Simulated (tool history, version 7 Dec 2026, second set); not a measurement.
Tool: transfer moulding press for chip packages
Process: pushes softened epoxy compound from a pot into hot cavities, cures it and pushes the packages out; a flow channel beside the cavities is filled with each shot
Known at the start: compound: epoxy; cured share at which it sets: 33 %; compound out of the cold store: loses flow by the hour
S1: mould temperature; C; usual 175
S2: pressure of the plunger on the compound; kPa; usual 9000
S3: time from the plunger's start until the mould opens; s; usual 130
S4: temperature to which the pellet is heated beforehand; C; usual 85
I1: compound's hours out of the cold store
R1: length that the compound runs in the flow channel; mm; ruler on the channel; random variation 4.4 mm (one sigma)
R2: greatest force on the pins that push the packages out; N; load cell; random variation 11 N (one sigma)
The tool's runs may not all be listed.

{"run": 1, "hour": 0.0, "S1": 175, "S2": 9000, "S3": 130, "S4": 85, "I1": 37.0, "R1": 720, "R2": 729}
{"hour": 42.0, "done": "cavities cleaned with cleaning compound and waxed"}
{"run": 2, "hour": 65.9, "S1": 175, "S2": 9000, "S3": 130, "S4": 85, "I1": 30.0, "R1": 745, "R2": 950}
{"hour": 132.9, "done": "cavities cleaned with cleaning compound and waxed"}
{"run": 3, "hour": 135.0, "S1": 175, "S2": 9000, "S3": 130, "S4": 85, "I1": 44.4, "R1": 686, "R2": 463}
{"run": 4, "hour": 192.9, "S1": 175, "S2": 9000, "S3": 130, "S4": 85, "I1": 23.5, "R1": 765, "R2": 749}
{"hour": 224.2, "done": "cavities cleaned with cleaning compound and waxed"}
{"run": 5, "hour": 257.1, "S1": 175, "S2": 9000, "S3": 137, "S4": 85, "I1": 30.1, "R1": 732, "R2": 582}
{"run": 6, "hour": 294.0, "S1": 175, "S2": 8040, "S3": 130, "S4": 85, "I1": 31.3, "R1": 685, "R2": 731}
{"hour": 306.1, "done": "plunger's sealing rings changed"}
{"hour": 318.5, "done": "cavities cleaned with cleaning compound and waxed"}
{"run": 7, "hour": 377.0, "S1": 175, "S2": 8040, "S3": 130, "S4": 85, "I1": 21.4, "R1": 756, "R2": 743}
{"hour": 414.3, "done": "cavities cleaned with cleaning compound and waxed"}
{"run": 8, "hour": 417.8, "S1": 175, "S2": 8040, "S3": 130, "S4": 75, "I1": 8.8, "R1": 799, "R2": 523}
{"hour": 441.7, "done": "mould's thermocouples calibrated"}
{"hour": 463.0, "done": "cavities cleaned with cleaning compound and waxed, once more"}
{"run": 9, "hour": 485.2, "S1": 175, "S2": 9000, "S3": 130, "S4": 85, "I1": 42.4, "R1": 705, "R2": 598}
{"run": 10, "hour": 543.5, "S1": 175, "S2": 9000, "S3": 130, "S4": 85, "I1": 16.3, "R1": 809, "R2": 878}
{"hour": 554.2, "done": "cavities cleaned with cleaning compound and waxed"}
{"run": 11, "hour": 606.0, "S1": 175, "S2": 9000, "S3": 130, "S4": 85, "I1": 29.2, "R1": 751, "R2": 729}
{"hour": 644.8, "done": "cavities cleaned with cleaning compound and waxed"}
{"run": 12, "hour": 647.3, "S1": 175, "S2": 9000, "S3": 130, "S4": 85, "I1": 24.6, "R1": 773, "R2": 514}
{"run": 13, "hour": 684.1, "S1": 175, "S2": 9000, "S3": 130, "S4": 85, "I1": 21.8, "R1": 781, "R2": 670}
{"hour": 738.8, "done": "cavities cleaned with cleaning compound and waxed"}
{"run": 14, "hour": 739.4, "S1": 169, "S2": 9190, "S3": 132, "S4": 88, "I1": 31.6, "R1": 762, "R2": 761}
{"run": 15, "hour": 807.2, "S1": 169, "S2": 7710, "S3": 132, "S4": 88, "I1": 10.9, "R1": 778, "R2": 1223}
{"hour": 829.4, "done": "cavities cleaned with cleaning compound and waxed"}
{"run": 16, "hour": 861.0, "S1": 168, "S2": 9000, "S3": 130, "S4": 88, "I1": 42.6, "R1": 716, "R2": 1012}
{"run": 17, "hour": 905.5, "S1": 177, "S2": 9000, "S3": 130, "S4": 85, "I1": 45.4, "R1": 675, "R2": 683}
{"hour": 925.4, "done": "cavities cleaned with cleaning compound and waxed"}
{"hour": 976.6, "done": "plunger's sealing rings changed"}
{"run": 18, "hour": 987.9, "S1": 171, "S2": 9580, "S3": 130, "S4": 94, "I1": 29.2, "R1": 798, "R2": 967}
{"hour": 1019.2, "done": "cavities cleaned with cleaning compound and waxed"}
{"run": 19, "hour": 1047.0, "S1": 171, "S2": 9580, "S3": 162, "S4": 88, "I1": 9.1, "R1": 886, "R2": 593}
{"hour": 1110.4, "done": "cavities cleaned with cleaning compound and waxed"}
{"run": 20, "hour": 1116.5, "S1": 176, "S2": 9310, "S3": 162, "S4": 88, "I1": 40.8, "R1": 717, "R2": 370}
{"hour": 1202.9, "done": "cavities cleaned with cleaning compound and waxed"}
{"run": 21, "hour": 1202.9, "S1": 182, "S2": 9310, "S3": 147, "S4": 77, "I1": 24.7, "R1": 762, "R2": 348}
{"run": 22, "hour": 1266.3, "S1": 182, "S2": 9310, "S3": 147, "S4": 77, "I1": 19.4, "R1": 778, "R2": 535}
{"hour": 1296.4, "done": "cavities cleaned with cleaning compound and waxed"}
{"run": 23, "hour": 1331.8, "S1": 175, "S2": 8830, "S3": 130, "S4": 84, "I1": 16.6, "R1": 788, "R2": 679}
{"hour": 1387.2, "done": "cavities cleaned with cleaning compound and waxed"}
{"run": 24, "hour": 1393.1, "S1": 175, "S2": 8830, "S3": 130, "S4": 84, "I1": 47.5, "R1": 674, "R2": 514}
{"run": 25, "hour": 1473.1, "S1": 175, "S2": 8830, "S3": 130, "S4": 84, "I1": 46.5, "R1": 672, "R2": 741}
{"hour": 1481.8, "done": "cavities cleaned with cleaning compound and waxed"}
{"run": 26, "hour": 1523.8, "S1": 175, "S2": 8830, "S3": 130, "S4": 84, "I1": 38.8, "R1": 691, "R2": 664}

Forecast each of these 3 alternatives for the next run:
{"run": "A", "hour": 1562.5, "S1": 182, "S2": 9000, "S3": 146, "S4": 84, "I1": 19.1, "R1": "?", "R2": "?"}
{"run": "B", "hour": 1562.5, "S1": 175, "S2": 8900, "S3": 131, "S4": 85, "I1": 9.7, "R1": "?", "R2": "?"}
{"run": "C", "hour": 1562.5, "S1": 175, "S2": 8400, "S3": 127, "S4": 85, "I1": 43.1, "R1": "?", "R2": "?"}

run=A R1=769 R2=569
run=B R1=812 R2=814
run=C R1=662 R2=753
Without the tool's hidden state the same runs would have given:
run=A R1=799 R2=349
run=B R1=845 R2=525
run=C R1=688 R2=482

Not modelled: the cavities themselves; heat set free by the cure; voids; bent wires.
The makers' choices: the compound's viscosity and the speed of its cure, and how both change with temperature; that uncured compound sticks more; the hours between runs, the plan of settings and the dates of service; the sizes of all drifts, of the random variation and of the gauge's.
